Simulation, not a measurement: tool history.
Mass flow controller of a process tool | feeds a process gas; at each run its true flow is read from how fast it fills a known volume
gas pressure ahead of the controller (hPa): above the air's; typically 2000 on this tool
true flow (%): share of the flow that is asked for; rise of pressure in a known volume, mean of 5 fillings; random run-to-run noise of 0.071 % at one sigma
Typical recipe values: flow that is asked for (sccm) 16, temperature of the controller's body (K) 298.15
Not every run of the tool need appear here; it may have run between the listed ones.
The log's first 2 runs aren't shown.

run    hour  flow that is asked for (sccm)  gas pressure ahead of the controller (hPa)  temperature of the controller's body (K)  true flow (%)
  3   406.9                             16                                        1920                                    298.15          99.71
  4   630.3                             16                                        1920                                    298.15          99.57
  5   782.2                             16                                        1920                                    298.15          99.63
  6   926.5                             16                                        1920                                    298.15          99.61
  7  1160.4                             16                                        1920                                    298.15          99.52
  8  1428.2                              2                                        2000                                    298.15          98.77
  9  1643.3                              2                                        2000                                    298.15          98.77
 10  1833.2                             16                                        2180                                    298.15          99.10
 11  1996.3                             16                                        2180                                    298.15          99.01
 12  2268.6                             16                                        2240                                    298.15          99.05
 13  2415.9                             16                                        2240                                    298.15          98.99
 14  2696.2                             16                                        2240                                    298.15          98.81
 15  2829.1                             16                                        2240                                    298.15          99.00
 16  3065.1                             16                                        1440                                    298.15          99.15
 17  3238.0                              6                                        2000                                    298.15          98.31
 18  3381.2                              3                                        2000                                    298.15          98.16

Run 19 comes next. What will it give?
 19  3563.2                              3                                        2000                                    298.15              ?

true flow (%): 98.13
With no hidden state in the tool, this same run would have given true flow (%) 99.28.
